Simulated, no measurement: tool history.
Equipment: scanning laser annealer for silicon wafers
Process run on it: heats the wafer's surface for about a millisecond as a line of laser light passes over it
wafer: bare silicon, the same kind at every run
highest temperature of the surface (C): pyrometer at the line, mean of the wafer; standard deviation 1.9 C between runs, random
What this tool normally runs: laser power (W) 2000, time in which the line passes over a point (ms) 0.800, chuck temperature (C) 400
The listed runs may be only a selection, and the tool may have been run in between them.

run	day	laser power (W)	time in which the line passes over a point (ms)	chuck temperature (C)	highest temperature of the surface (C)
1	0.000	2000	0.800	400	1239
2	0.504	1736	0.800	400	1106
3	1.100	1736	0.800	400	1104
4	1.942	1736	0.800	400	1105
5	2.300	2000	0.800	400	1235
6	2.771	2000	0.800	400	1234
7	3.283	2000	0.800	400	1231
8	3.762	2000	0.800	400	1230
9	4.329	2000	0.800	400	1230
10	5.012	2000	0.800	400	1231
11	5.833	2000	0.800	400	1226
12	6.462	2000	0.800	421	1250
13	6.933	2000	0.654	421	1156
14	7.279	2000	0.654	421	1163
15	8.108	2000	0.654	421	1157
16	8.471	2000	0.800	400	1224
17	9.100	2000	0.800	400	1221
18	9.525	2000	0.866	400	1260
19	10.196	1812	0.800	400	1132
20	10.733	1812	0.800	400	1131
21	11.554	1813	0.800	408	1142
22	12.029	1792	0.791	387	1101

Run 23, settings as shown, results not yet in. Your forecast:
23	12.479	1792	0.791	382	?

{"run 23": {"highest temperature of the surface (C)": 1098}}
If the tool had no hidden condition, the same run with the same run-to-run variation would have returned highest temperature of the surface (C) 1118.

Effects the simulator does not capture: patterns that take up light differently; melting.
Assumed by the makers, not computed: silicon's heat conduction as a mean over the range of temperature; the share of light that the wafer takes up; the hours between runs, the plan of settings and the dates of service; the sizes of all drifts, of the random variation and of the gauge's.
